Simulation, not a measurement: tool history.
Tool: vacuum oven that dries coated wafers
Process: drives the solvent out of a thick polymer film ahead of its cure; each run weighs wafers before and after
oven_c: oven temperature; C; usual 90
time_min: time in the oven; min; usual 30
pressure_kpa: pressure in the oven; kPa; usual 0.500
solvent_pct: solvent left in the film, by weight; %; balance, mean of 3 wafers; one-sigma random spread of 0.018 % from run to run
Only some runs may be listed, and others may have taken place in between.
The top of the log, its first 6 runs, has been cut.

run	day	oven_c	time_min	pressure_kpa	hours of work since the thermocouples were calibrated	hours of work since the vacuum gauge was cleaned of residue	solvent_pct
7	18.071	90	30	0.500	613	158	3.91
8	20.933	90	30	0.500	653	198	3.99
9	24.521	90	30	0.500	703	248	3.99
10	28.100	90	30	0.500	753	299	4.02
11	31.304	90	30	0.500	798	343	4.04
# day 32.458: oven's thermocouples calibrated
12	33.654	90	30	0.500	17	375	3.57
13	35.692	90	30	0.500	45	404	3.57
14	38.892	95	30	0.500	90	448	1.96
15	42.125	95	30	0.500	135	494	1.99
16	45.596	95	30	0.500	184	542	1.99
17	49.138	90	30	0.500	233	592	3.68
18	52.896	90	22	0.500	286	644	5.29
19	56.796	90	51	0.500	341	699	1.61
20	58.796	90	30	0.500	369	727	3.74
21	60.946	76	30	0.500	399	757	9.44
22	63.996	93	30	0.500	441	800	2.69
23	67.967	90	30	1.882	497	855	4.48
24	69.792	89	21	0.500	522	881	6.10

Forecast run 25:
25	71.504	76	21	0.500	546	905	?

Run 25 yielded solvent_pct 11.01 %.
Had the tool carried no hidden state, the very same run would have given solvent_pct 10.88 %.
